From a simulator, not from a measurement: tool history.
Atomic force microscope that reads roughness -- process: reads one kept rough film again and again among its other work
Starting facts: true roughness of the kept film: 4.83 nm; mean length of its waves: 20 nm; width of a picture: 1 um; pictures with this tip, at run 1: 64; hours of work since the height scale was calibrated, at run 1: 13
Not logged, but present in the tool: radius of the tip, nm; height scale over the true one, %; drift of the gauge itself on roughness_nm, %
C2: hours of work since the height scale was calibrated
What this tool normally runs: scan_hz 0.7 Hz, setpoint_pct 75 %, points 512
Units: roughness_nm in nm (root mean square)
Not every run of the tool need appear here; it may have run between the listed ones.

run 1 day=0 | scan_hz=0.7 setpoint_pct=75 points=512 | pictures_with_this_tip=64 C2=13 | roughness_nm=2.762
run 2 day=0.442 | scan_hz=0.7 setpoint_pct=75 points=512 | pictures_with_this_tip=76 C2=17 | roughness_nm=2.652
run 3 day=0.65 | scan_hz=2.724 setpoint_pct=75 points=512 | pictures_with_this_tip=82 C2=20 | roughness_nm=2.246
run 4 day=0.975 | scan_hz=0.7 setpoint_pct=75 points=512 | pictures_with_this_tip=90 C2=23 | roughness_nm=2.557
run 5 day=1.375 | scan_hz=0.7 setpoint_pct=59 points=512 | pictures_with_this_tip=101 C2=28 | roughness_nm=2.548
run 6 day=1.712 | scan_hz=0.7 setpoint_pct=59 points=512 | pictures_with_this_tip=110 C2=32 | roughness_nm=2.498
run 7 day=2.171 | scan_hz=2.799 setpoint_pct=59 points=512 | pictures_with_this_tip=123 C2=37 | roughness_nm=2.255
-- day=2.562 new tip fitted
run 8 day=2.646 | scan_hz=0.7 setpoint_pct=75 points=512 | pictures_with_this_tip=2 C2=42 | roughness_nm=3.319
run 9 day=2.95 | scan_hz=0.7 setpoint_pct=75 points=512 | pictures_with_this_tip=10 C2=45 | roughness_nm=3.257
run 10 day=3.275 | scan_hz=0.7 setpoint_pct=86 points=512 | pictures_with_this_tip=19 C2=49 | roughness_nm=3.016
run 11 day=3.671 | scan_hz=0.7 setpoint_pct=86 points=512 | pictures_with_this_tip=29 C2=53 | roughness_nm=2.913
run 12 day=3.925 | scan_hz=0.7 setpoint_pct=86 points=512 | pictures_with_this_tip=36 C2=56 | roughness_nm=2.82
run 13 day=4.396 | scan_hz=0.7 setpoint_pct=86 points=601 | pictures_with_this_tip=49 C2=61 | roughness_nm=2.708
run 14 day=4.688 | scan_hz=0.7 setpoint_pct=86 points=601 | pictures_with_this_tip=57 C2=64 | roughness_nm=2.649
run 15 day=5.15 | scan_hz=0.7 setpoint_pct=75 points=512 | pictures_with_this_tip=69 C2=69 | roughness_nm=2.666
run 16 day=5.421 | scan_hz=0.7 setpoint_pct=75 points=512 | pictures_with_this_tip=77 C2=72 | roughness_nm=2.6
run 17 day=5.7 | scan_hz=0.93 setpoint_pct=75 points=512 | pictures_with_this_tip=84 C2=75 | roughness_nm=2.496
run 18 day=5.929 | scan_hz=0.93 setpoint_pct=75 points=512 | pictures_with_this_tip=90 C2=78 | roughness_nm=2.459
run 19 day=6.142 | scan_hz=0.93 setpoint_pct=75 points=512 | pictures_with_this_tip=96 C2=80 | roughness_nm=2.407
run 20 day=6.475 | scan_hz=0.93 setpoint_pct=75 points=512 | pictures_with_this_tip=105 C2=84 | roughness_nm=2.364
run 21 day=6.862 | scan_hz=0.93 setpoint_pct=75 points=512 | pictures_with_this_tip=115 C2=88 | roughness_nm=2.291
run 22 day=7.279 | scan_hz=0.93 setpoint_pct=75 points=512 | pictures_with_this_tip=127 C2=93 | roughness_nm=2.258
-- day=7.525 new tip fitted
run 23 day=7.592 | scan_hz=0.93 setpoint_pct=75 points=512 | pictures_with_this_tip=1 C2=96 | roughness_nm=3.212
run 24 day=7.962 | scan_hz=0.93 setpoint_pct=75 points=512 | pictures_with_this_tip=11 C2=100 | roughness_nm=3.124
run 25 day=8.4 | scan_hz=0.93 setpoint_pct=75 points=512 | pictures_with_this_tip=23 C2=105 | roughness_nm=2.989
run 26 day=8.762 | scan_hz=0.93 setpoint_pct=75 points=512 | pictures_with_this_tip=33 C2=109 | roughness_nm=2.919
run 27 day=9.108 | scan_hz=0.93 setpoint_pct=75 points=512 | pictures_with_this_tip=42 C2=113 | roughness_nm=2.819
-- day=9.188 height scale calibrated on a step standard
run 28 day=9.396 | scan_hz=0.93 setpoint_pct=75 points=512 | pictures_with_this_tip=49 C2=2 | roughness_nm=2.728
run 29 day=9.617 | scan_hz=0.93 setpoint_pct=75 points=512 | pictures_with_this_tip=55 C2=5 | roughness_nm=2.693
run 30 day=9.992 | scan_hz=2.14 setpoint_pct=65 points=528 | pictures_with_this_tip=65 C2=9 | roughness_nm=2.545
-- day=10.204 height scale calibrated on a step standard, once more
run 31 day=10.333 | scan_hz=0.7 setpoint_pct=62 points=404 | pictures_with_this_tip=73 C2=1 | roughness_nm=2.672
run 32 day=10.629 | scan_hz=1.789 setpoint_pct=84 points=277 | pictures_with_this_tip=81 C2=5 | roughness_nm=2.174
run 33 day=10.933 | scan_hz=3.579 setpoint_pct=87 points=603 | pictures_with_this_tip=89 C2=8 | roughness_nm=1.72
run 34 day=11.258 | scan_hz=3.579 setpoint_pct=87 points=603 | pictures_with_this_tip=98 C2=12 | roughness_nm=1.68
run 35 day=11.638 | scan_hz=3.283 setpoint_pct=75 points=512 | pictures_with_this_tip=108 C2=16 | roughness_nm=1.946
run 36 day=12.029 | scan_hz=1.476 setpoint_pct=70 points=437 | pictures_with_this_tip=119 C2=20 | roughness_nm=2.214
run 37 day=12.417 | scan_hz=2.643 setpoint_pct=61 points=505 | pictures_with_this_tip=129 C2=25 | roughness_nm=2.16
-- day=12.571 new tip fitted
run 38 day=12.65 | scan_hz=0.7 setpoint_pct=57 points=512 | pictures_with_this_tip=2 C2=27 | roughness_nm=3.476
run 39 day=12.875 | scan_hz=0.804 setpoint_pct=78 points=773 | pictures_with_this_tip=8 C2=29 | roughness_nm=3.205
run 40 day=13.292 | scan_hz=0.861 setpoint_pct=90 points=512 | pictures_with_this_tip=19 C2=34 | roughness_nm=2.897
run 41 day=13.567 | scan_hz=1.311 setpoint_pct=82 points=531 | pictures_with_this_tip=27 C2=37 | roughness_nm=2.784
run 42 day=13.842 | scan_hz=1.311 setpoint_pct=82 points=531 | pictures_with_this_tip=34 C2=40 | roughness_nm=2.725
run 43 day=14.046 | scan_hz=1.311 setpoint_pct=82 points=531 | pictures_with_this_tip=40 C2=42 | roughness_nm=2.675
run 44 day=14.517 | scan_hz=1.125 setpoint_pct=82 points=531 | pictures_with_this_tip=52 C2=48 | roughness_nm=2.655
run 45 day=14.854 | scan_hz=1.125 setpoint_pct=82 points=531 | pictures_with_this_tip=61 C2=51 | roughness_nm=2.567
run 46 day=15.104 | scan_hz=2.423 setpoint_pct=67 points=531 | pictures_with_this_tip=68 C2=54 | roughness_nm=2.539
run 47 day=15.492 | scan_hz=1.624 setpoint_pct=86 points=531 | pictures_with_this_tip=79 C2=58 | roughness_nm=2.218
run 48 day=15.9 | scan_hz=0.913 setpoint_pct=86 points=600 | pictures_with_this_tip=90 C2=63 | roughness_nm=2.344
run 49 day=16.138 | scan_hz=3.458 setpoint_pct=58 points=996 | pictures_with_this_tip=96 C2=66 | roughness_nm=2.379
run 50 day=16.354 | scan_hz=0.7 setpoint_pct=67 points=512 | pictures_with_this_tip=102 C2=68 | roughness_nm=2.475
run 51 day=16.654 | scan_hz=0.996 setpoint_pct=74 points=826 | pictures_with_this_tip=110 C2=71 | roughness_nm=2.321
run 52 day=17.067 | scan_hz=2.291 setpoint_pct=75 points=586 | pictures_with_this_tip=121 C2=76 | roughness_nm=2.056
-- day=17.538 new tip fitted
run 53 day=17.538 | scan_hz=2.291 setpoint_pct=75 points=586 | pictures_with_this_tip=0 C2=81 | roughness_nm=2.913
run 54 day=17.796 | scan_hz=2.165 setpoint_pct=76 points=272 | pictures_with_this_tip=7 C2=84 | roughness_nm=2.745

3 options for the next run, each taken on its own from the tool as it stands now. Forecast them:
run A day=18.183 | scan_hz=0.7 setpoint_pct=78 points=302 | pictures_with_this_tip=17 C2=88 | roughness_nm=?
run B day=18.183 | scan_hz=0.628 setpoint_pct=58 points=272 | pictures_with_this_tip=17 C2=88 | roughness_nm=?
run C day=18.183 | scan_hz=0.7 setpoint_pct=75 points=365 | pictures_with_this_tip=17 C2=88 | roughness_nm=?

run=A roughness_nm=2.983
run=B roughness_nm=3.12
run=C roughness_nm=3.043
Had the tool no hidden state, the same runs would have come out as:
run=A roughness_nm=3.299
run=B roughness_nm=3.451
run=C roughness_nm=3.366
